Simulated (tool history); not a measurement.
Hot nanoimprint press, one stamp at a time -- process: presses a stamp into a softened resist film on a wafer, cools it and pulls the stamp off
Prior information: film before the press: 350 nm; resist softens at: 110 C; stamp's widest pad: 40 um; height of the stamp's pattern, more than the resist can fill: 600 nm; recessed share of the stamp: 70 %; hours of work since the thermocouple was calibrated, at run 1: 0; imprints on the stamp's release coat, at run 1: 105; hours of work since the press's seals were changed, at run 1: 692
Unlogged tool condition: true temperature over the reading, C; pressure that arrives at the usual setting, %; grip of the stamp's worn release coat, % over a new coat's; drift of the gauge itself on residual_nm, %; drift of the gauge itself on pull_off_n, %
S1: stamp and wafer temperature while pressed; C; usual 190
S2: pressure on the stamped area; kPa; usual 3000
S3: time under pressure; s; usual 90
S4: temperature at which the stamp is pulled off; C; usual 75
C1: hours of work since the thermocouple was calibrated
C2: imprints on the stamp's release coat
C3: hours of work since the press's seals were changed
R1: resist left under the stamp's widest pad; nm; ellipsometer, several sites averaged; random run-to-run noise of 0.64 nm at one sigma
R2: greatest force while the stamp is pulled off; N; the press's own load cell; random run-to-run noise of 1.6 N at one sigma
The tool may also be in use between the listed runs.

run 1 hour=0.0 | S1=190 S2=3000 S3=90 S4=75 | C1=0 C2=105 C3=692 | R1=135.6 R2=217
run 2 hour=33.1 | S1=192 S2=3000 S3=90 S4=75 | C1=20 C2=192 C3=712 | R1=130.5 R2=216
run 3 hour=76.3 | S1=192 S2=3000 S3=90 S4=75 | C1=47 C2=307 C3=739 | R1=129.5 R2=218
run 4 hour=128.7 | S1=192 S2=3000 S3=90 S4=75 | C1=80 C2=446 C3=772 | R1=128.8 R2=218
run 5 hour=152.8 | S1=192 S2=3000 S3=90 S4=75 | C1=94 C2=510 C3=786 | R1=129.0 R2=216
-- hour=173.5 stamp cleaned and given a new release coat
run 6 hour=208.1 | S1=190 S2=3000 S3=90 S4=75 | C1=125 C2=92 C3=817 | R1=135.8 R2=218
run 7 hour=257.2 | S1=190 S2=3000 S3=90 S4=75 | C1=155 C2=222 C3=847 | R1=135.7 R2=216
run 8 hour=300.3 | S1=190 S2=3000 S3=90 S4=75 | C1=182 C2=337 C3=874 | R1=134.9 R2=219
run 9 hour=331.8 | S1=187 S2=2870 S3=144 S4=60 | C1=201 C2=420 C3=893 | R1=127.1 R2=241
run 10 hour=365.6 | S1=185 S2=3000 S3=90 S4=76 | C1=222 C2=510 C3=914 | R1=152.7 R2=214
-- hour=385.0 stamp cleaned and given a new release coat
run 11 hour=395.4 | S1=185 S2=3000 S3=90 S4=76 | C1=237 C2=27 C3=929 | R1=153.2 R2=215
run 12 hour=429.2 | S1=185 S2=3000 S3=90 S4=76 | C1=258 C2=117 C3=950 | R1=152.3 R2=216
-- hour=458.1 plate thermocouple calibrated
run 13 hour=458.1 | S1=184 S2=3000 S3=90 S4=63 | C1=0 C2=186 C3=966 | R1=157.4 R2=237
run 14 hour=484.3 | S1=184 S2=3000 S3=80 S4=64 | C1=16 C2=255 C3=982 | R1=161.6 R2=233
run 15 hour=528.0 | S1=184 S2=2000 S3=90 S4=75 | C1=43 C2=371 C3=1009 | R1=192.3 R2=218

Entry by entry between the runs, the difference in hidden state between the last listed run before and the first listed run after:
Runs 5 to 6: stamp cleaned and given a new release coat (hour 173.5)
  true temperature over the reading, C: 0.02 -> 0.03; pressure that arrives at the usual setting, %: 99.8 -> 99.79; grip of the stamp's worn release coat, % over a new coat's: 0.2 -> 0
Runs 10 to 11: stamp cleaned and given a new release coat (hour 385.0)
  true temperature over the reading, C: 0.04 -> 0.05; grip of the stamp's worn release coat, % over a new coat's: 0.2 -> 0
Runs 12 to 13: plate thermocouple calibrated (hour 458.1)
  true temperature over the reading, C: 0.05 -> -0.01; grip of the stamp's worn release coat, % over a new coat's: 0 -> 0.1
